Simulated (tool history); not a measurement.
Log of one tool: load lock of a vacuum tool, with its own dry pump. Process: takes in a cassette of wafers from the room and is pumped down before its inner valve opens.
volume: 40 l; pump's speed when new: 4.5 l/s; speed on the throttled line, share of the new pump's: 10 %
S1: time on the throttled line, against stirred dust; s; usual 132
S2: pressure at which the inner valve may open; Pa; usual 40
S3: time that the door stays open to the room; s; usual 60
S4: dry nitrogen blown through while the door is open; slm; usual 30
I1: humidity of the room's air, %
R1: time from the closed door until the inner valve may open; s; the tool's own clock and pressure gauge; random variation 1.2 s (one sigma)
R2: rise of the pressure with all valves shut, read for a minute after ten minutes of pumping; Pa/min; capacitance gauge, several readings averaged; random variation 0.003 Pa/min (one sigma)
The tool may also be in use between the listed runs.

{"run": 1, "day": 0.0, "S1": 132, "S2": 40, "S3": 60, "S4": 30, "I1": 45.4, "R1": 189.6, "R2": 0.023}
{"run": 2, "day": 4.371, "S1": 132, "S2": 47, "S3": 60, "S4": 30, "I1": 46.6, "R1": 189.5, "R2": 0.03}
{"run": 3, "day": 7.542, "S1": 132, "S2": 40, "S3": 60, "S4": 30, "I1": 44.6, "R1": 192.6, "R2": 0.023}
{"run": 4, "day": 14.404, "S1": 132, "S2": 40, "S3": 60, "S4": 30, "I1": 45.3, "R1": 189.6, "R2": 0.025}
{"run": 5, "day": 19.246, "S1": 132, "S2": 40, "S3": 60, "S4": 30, "I1": 43.2, "R1": 192.1, "R2": 0.028}
{"run": 6, "day": 25.238, "S1": 132, "S2": 40, "S3": 60, "S4": 30, "I1": 42.8, "R1": 192.4, "R2": 0.02}
{"run": 7, "day": 31.425, "S1": 132, "S2": 40, "S3": 52, "S4": 30, "I1": 46.9, "R1": 190.9, "R2": 0.028}
{"run": 8, "day": 39.229, "S1": 132, "S2": 40, "S3": 60, "S4": 30, "I1": 48.4, "R1": 190.7, "R2": 0.034}
{"run": 9, "day": 46.033, "S1": 245, "S2": 40, "S3": 60, "S4": 30, "I1": 46.4, "R1": 292.7, "R2": 0.031}
{"run": 10, "day": 50.229, "S1": 132, "S2": 40, "S3": 169, "S4": 30, "I1": 45.1, "R1": 192.0, "R2": 0.051}
{"run": 11, "day": 54.871, "S1": 132, "S2": 40, "S3": 60, "S4": 22, "I1": 48.0, "R1": 191.2, "R2": 0.04}
{"run": 12, "day": 59.921, "S1": 132, "S2": 40, "S3": 60, "S4": 30, "I1": 45.0, "R1": 191.7, "R2": 0.035}
{"run": 13, "day": 65.229, "S1": 132, "S2": 40, "S3": 60, "S4": 30, "I1": 45.9, "R1": 193.5, "R2": 0.029}
{"run": 14, "day": 69.538, "S1": 106, "S2": 40, "S3": 60, "S4": 30, "I1": 47.3, "R1": 169.1, "R2": 0.036}
{"run": 15, "day": 74.038, "S1": 132, "S2": 40, "S3": 60, "S4": 30, "I1": 45.3, "R1": 193.6, "R2": 0.039}
{"run": 16, "day": 78.871, "S1": 132, "S2": 40, "S3": 60, "S4": 30, "I1": 45.6, "R1": 192.0, "R2": 0.037}
{"run": 17, "day": 84.704, "S1": 132, "S2": 33, "S3": 60, "S4": 30, "I1": 46.1, "R1": 194.4, "R2": 0.038}
{"run": 18, "day": 89.454, "S1": 256, "S2": 40, "S3": 173, "S4": 30, "I1": 43.5, "R1": 305.8, "R2": 0.064}
{"run": 19, "day": 94.904, "S1": 139, "S2": 37, "S3": 54, "S4": 8, "I1": 49.4, "R1": 201.9, "R2": 0.053}
{"run": 20, "day": 102.104, "S1": 77, "S2": 73, "S3": 56, "S4": 30, "I1": 50.6, "R1": 138.9, "R2": 0.044}
{"run": 21, "day": 107.004, "S1": 77, "S2": 28, "S3": 56, "S4": 30, "I1": 46.1, "R1": 147.0, "R2": 0.045}
{"run": 22, "day": 112.592, "S1": 121, "S2": 28, "S3": 56, "S4": 30, "I1": 45.0, "R1": 187.7, "R2": 0.047}
{"run": 23, "day": 117.562, "S1": 121, "S2": 28, "S3": 26, "S4": 30, "I1": 42.9, "R1": 186.8, "R2": 0.04}
{"run": 24, "day": 121.9, "S1": 106, "S2": 76, "S3": 189, "S4": 5, "I1": 40.3, "R1": 164.1, "R2": 0.095}
{"run": 25, "day": 129.696, "S1": 70, "S2": 73, "S3": 90, "S4": 29, "I1": 44.0, "R1": 131.1, "R2": 0.057}
{"run": 26, "day": 132.892, "S1": 70, "S2": 73, "S3": 90, "S4": 29, "I1": 41.5, "R1": 132.5, "R2": 0.058}
{"run": 27, "day": 137.458, "S1": 132, "S2": 53, "S3": 218, "S4": 30, "I1": 45.0, "R1": 191.0, "R2": 0.089}
{"run": 28, "day": 144.367, "S1": 132, "S2": 53, "S3": 218, "S4": 30, "I1": 43.6, "R1": 190.7, "R2": 0.085}
{"run": 29, "day": 151.004, "S1": 72, "S2": 35, "S3": 158, "S4": 10, "I1": 46.2, "R1": 141.0, "R2": 0.1}
{"run": 30, "day": 156.888, "S1": 72, "S2": 35, "S3": 158, "S4": 10, "I1": 46.5, "R1": 141.6, "R2": 0.103}
{"run": 31, "day": 164.025, "S1": 204, "S2": 40, "S3": 60, "S4": 21, "I1": 45.4, "R1": 261.1, "R2": 0.063}
{"run": 32, "day": 169.238, "S1": 204, "S2": 40, "S3": 60, "S4": 21, "I1": 43.4, "R1": 257.7, "R2": 0.07}
{"run": 33, "day": 172.929, "S1": 204, "S2": 40, "S3": 60, "S4": 21, "I1": 43.7, "R1": 258.3, "R2": 0.063}

Some steps in R1 between neighbouring runs. How much of each would the tool show without its hidden state too (settings, what came in, random variation), and how much is left for the hidden state, with any gauge scatter that isn't in both results?
The hidden state here: pump's speed, % of a new pump's; leak at the door's seal, Pa l/s; drift of the gauge itself on ready_s, %; drift of the gauge itself on rise_pa_min, %.
Run 17 -> 18: S1 132 -> 256, S2 33 -> 40, S3 60 -> 173. R1 +111.4 s: hidden state -0.8, all else +112.2.
Run 18 -> 19: S1 256 -> 139, S2 40 -> 37, S3 173 -> 54, S4 30 -> 8. R1 -103.9 s: hidden state +0.9, all else -104.8.
Run 28 -> 29: S1 132 -> 72, S2 53 -> 35, S3 218 -> 158, S4 30 -> 10. R1 -49.7 s: hidden state +0.9, all else -50.6.
Run 30 -> 31: S1 72 -> 204, S2 35 -> 40, S3 158 -> 60, S4 10 -> 21. R1 +119.5 s: hidden state -1.1, all else +120.6.

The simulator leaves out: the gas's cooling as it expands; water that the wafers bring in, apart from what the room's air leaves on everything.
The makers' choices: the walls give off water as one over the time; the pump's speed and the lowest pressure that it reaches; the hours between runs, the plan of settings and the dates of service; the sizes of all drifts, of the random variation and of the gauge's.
